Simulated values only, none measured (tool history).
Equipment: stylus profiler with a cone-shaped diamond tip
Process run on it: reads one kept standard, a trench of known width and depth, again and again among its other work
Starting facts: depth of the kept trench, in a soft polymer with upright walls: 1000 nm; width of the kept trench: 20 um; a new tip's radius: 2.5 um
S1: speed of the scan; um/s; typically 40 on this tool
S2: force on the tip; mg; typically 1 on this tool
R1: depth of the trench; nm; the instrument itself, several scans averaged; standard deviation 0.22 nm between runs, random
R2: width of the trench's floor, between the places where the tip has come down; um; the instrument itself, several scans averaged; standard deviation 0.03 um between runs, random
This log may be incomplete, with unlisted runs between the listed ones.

{"run": 1, "day": 0.0, "S1": 40, "S2": 1, "R1": 1004.8, "R2": 15.39}
{"run": 2, "day": 2.792, "S1": 40, "S2": 1.38, "R1": 1006.15, "R2": 15.35}
{"run": 3, "day": 5.771, "S1": 40, "S2": 2, "R1": 1007.55, "R2": 15.36}
{"run": 4, "day": 8.65, "S1": 40, "S2": 0.86, "R1": 1004.81, "R2": 15.19}
{"run": 5, "day": 10.492, "S1": 40, "S2": 1, "R1": 1005.54, "R2": 15.25}
{"run": 6, "day": 12.092, "S1": 40, "S2": 1, "R1": 1005.53, "R2": 15.18}
{"run": 7, "day": 14.954, "S1": 40, "S2": 1, "R1": 1005.57, "R2": 15.12}
{"run": 8, "day": 17.729, "S1": 40, "S2": 1, "R1": 1005.4, "R2": 15.12}
{"run": 9, "day": 19.088, "S1": 40, "S2": 1, "R1": 1005.74, "R2": 15.06}
{"run": 10, "day": 21.608, "S1": 40, "S2": 1, "R1": 1005.46, "R2": 15.08}
{"run": 11, "day": 23.425, "S1": 40, "S2": 0.96, "R1": 1005.72, "R2": 15.02}
{"run": 12, "day": 25.883, "S1": 40, "S2": 0.96, "R1": 1005.71, "R2": 15.01}
{"run": 13, "day": 28.362, "S1": 24, "S2": 1, "R1": 1005.95, "R2": 15.05}
{"run": 14, "day": 31.429, "S1": 24, "S2": 1, "R1": 1006.24, "R2": 14.93}
{"run": 15, "day": 32.854, "S1": 24, "S2": 1, "R1": 1005.88, "R2": 14.96}
{"run": 16, "day": 34.629, "S1": 24, "S2": 1, "R1": 1006.03, "R2": 14.96}
{"run": 17, "day": 36.083, "S1": 40, "S2": 1.09, "R1": 1006.81, "R2": 14.79}
{"run": 18, "day": 37.617, "S1": 139, "S2": 1.65, "R1": 1008.28, "R2": 14.35}
{"run": 19, "day": 40.358, "S1": 21, "S2": 1.19, "R1": 1006.67, "R2": 14.88}
{"run": 20, "day": 42.179, "S1": 99, "S2": 1.19, "R1": 1006.9, "R2": 14.37}
{"run": 21, "day": 44.25, "S1": 83, "S2": 0.92, "R1": 1006.33, "R2": 14.34}
{"run": 22, "day": 46.996, "S1": 83, "S2": 0.92, "R1": 1006.74, "R2": 14.33}
{"run": 23, "day": 48.388, "S1": 40, "S2": 2.26, "R1": 1010.02, "R2": 14.73}
{"run": 24, "day": 50.929, "S1": 58, "S2": 0.55, "R1": 1005.4, "R2": 14.3}
{"run": 25, "day": 52.25, "S1": 57, "S2": 1.64, "R1": 1008.79, "R2": 14.58}
{"run": 26, "day": 54.425, "S1": 24, "S2": 0.79, "R1": 1006.09, "R2": 14.62}
{"run": 27, "day": 56.638, "S1": 26, "S2": 0.48, "R1": 1005.36, "R2": 14.51}
{"run": 28, "day": 58.062, "S1": 26, "S2": 0.48, "R1": 1005.44, "R2": 14.49}
{"run": 29, "day": 59.767, "S1": 26, "S2": 0.48, "R1": 1005.48, "R2": 14.49}
{"run": 30, "day": 62.154, "S1": 53, "S2": 1.87, "R1": 1009.75, "R2": 14.45}

Alternative continuations, all from the tool just after run 30; predict every row:
{"run": "A", "day": 65.258, "S1": 40, "S2": 0.58, "R1": "?", "R2": "?"}
{"run": "B", "day": 65.258, "S1": 50, "S2": 0.73, "R1": "?", "R2": "?"}
{"run": "C", "day": 65.258, "S1": 24, "S2": 1, "R1": "?", "R2": "?"}

run=A R1=1006.18 R2=14.33
run=B R1=1006.62 R2=14.24
run=C R1=1007.15 R2=14.49
Take away the tool's hidden state, keep each run's random variation, and the runs would have read:
run=A R1=1003.2 R2=15.66
run=B R1=1003.64 R2=15.57
run=C R1=1004.17 R2=15.82

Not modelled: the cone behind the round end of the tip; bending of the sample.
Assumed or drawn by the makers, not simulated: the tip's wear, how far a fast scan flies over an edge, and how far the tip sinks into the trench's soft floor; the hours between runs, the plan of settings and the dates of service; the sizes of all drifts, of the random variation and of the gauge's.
